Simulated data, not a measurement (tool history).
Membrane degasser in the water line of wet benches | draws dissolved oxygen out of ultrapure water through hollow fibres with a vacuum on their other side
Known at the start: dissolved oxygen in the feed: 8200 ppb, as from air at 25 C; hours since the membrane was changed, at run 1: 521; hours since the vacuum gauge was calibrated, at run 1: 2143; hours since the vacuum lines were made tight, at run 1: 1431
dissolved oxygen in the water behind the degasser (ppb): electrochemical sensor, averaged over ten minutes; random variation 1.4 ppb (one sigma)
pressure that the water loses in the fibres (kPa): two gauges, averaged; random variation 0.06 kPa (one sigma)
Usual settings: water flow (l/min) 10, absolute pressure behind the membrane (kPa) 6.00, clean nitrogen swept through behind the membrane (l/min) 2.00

run	hour	water flow (l/min)	absolute pressure behind the membrane (kPa)	clean nitrogen swept through behind the membrane (l/min)	hours since the membrane was changed	hours since the vacuum gauge was calibrated	hours since the vacuum lines were made tight	dissolved oxygen in the water behind the degasser (ppb)	pressure that the water loses in the fibres (kPa)
1	0.0	10	6.00	2.00	521	2143	1431	173.4	26.53
2	115.5	10	6.00	1.02	637	2259	1547	201.7	26.47
3	226.4	10	6.00	1.02	748	2369	1658	204.7	26.52
4	434.9	10	6.00	1.02	956	2578	1866	203.2	26.35
5	605.5	10	6.00	1.02	1127	2749	2037	202.3	26.44
6	845.5	10	6.00	1.02	1367	2989	2277	202.7	26.44
7	1020.3	10	6.00	2.00	1541	3163	2451	172.2	26.33
8	1172.0	10	6.00	0.96	1693	3315	2603	203.0	26.31
9	1312.4	10	6.00	0.96	1834	3455	2744	206.4	26.21
10	1498.5	10	6.00	0.96	2020	3642	2930	209.2	26.33
11	1603.6	10	8.39	2.00	2125	3747	3035	200.0	26.37
12	1790.1	10	6.00	5.43	2311	3933	3221	151.3	26.19
13	1906.9	10	6.00	2.00	2428	4050	3338	174.5	26.22
14	2028.5	10	6.00	2.00	2550	4172	3460	173.9	26.27
15	2130.7	10	6.00	1.01	2652	4274	3562	202.0	26.28
16	2300.8	10	6.00	1.01	2822	4444	3732	203.3	26.13
17	2494.2	10	7.37	2.00	3015	4637	3925	190.4	26.21
18	2732.9	6	4.99	2.00	3254	4876	4164	75.2	15.66
19	2853.8	10	11.08	3.46	3375	4997	4285	195.1	26.27
# hour 2957.3: seals of the vacuum lines changed
20	3070.1	10	11.08	3.46	3589	5211	113	194.7	26.19
21	3309.6	10	8.69	2.00	3829	5451	352	207.4	26.07
22	3461.9	10	6.00	2.00	3981	5603	505	172.3	26.10
23	3686.5	13	12.32	2.00	4206	5828	729	336.6	33.86
24	3830.9	13	12.32	2.00	4350	5972	874	341.5	33.91
25	3959.9	8	9.00	1.65	4479	6101	1003	166.6	20.84
26	4160.3	10	8.71	1.10	4679	6301	1203	253.3	26.08
# hour 4213.6: vacuum gauge calibrated
27	4286.0	10	8.82	0.81	4805	72	1328	294.5	25.96
28	4526.2	10	13.32	0.96	5045	313	1568	374.5	26.03
29	4630.5	10	7.68	0.82	5149	417	1673	260.8	25.96
30	4849.3	10	7.68	0.82	5368	636	1891	267.0	25.88
31	5063.4	16	5.22	1.20	5582	850	2106	322.4	41.48

3 ways to go on from here, each from the tool as it stands after run 31. What would each give?
# hour 5153.8: gauge calibrated
A	5273.7	10	9.63	3.80	5792	1060	2316	?	?
# hour 5153.8: gauge calibrated
B	5273.7	10	6.59	2.00	5792	1060	2316	?	?
# hour 5153.8: gauge calibrated
C	5273.7	13	6.00	2.00	5792	1060	2316	?	?

run	dissolved oxygen in the water behind the degasser (ppb)	pressure that the water loses in the fibres (kPa)
A	181.0	26.52
B	182.7	26.50
C	246.2	34.45
Without the tool's hidden state the same runs would have given:
run	dissolved oxygen in the water behind the degasser (ppb)	pressure that the water loses in the fibres (kPa)
A	180.6	26.52
B	182.3	26.49
C	245.7	34.44
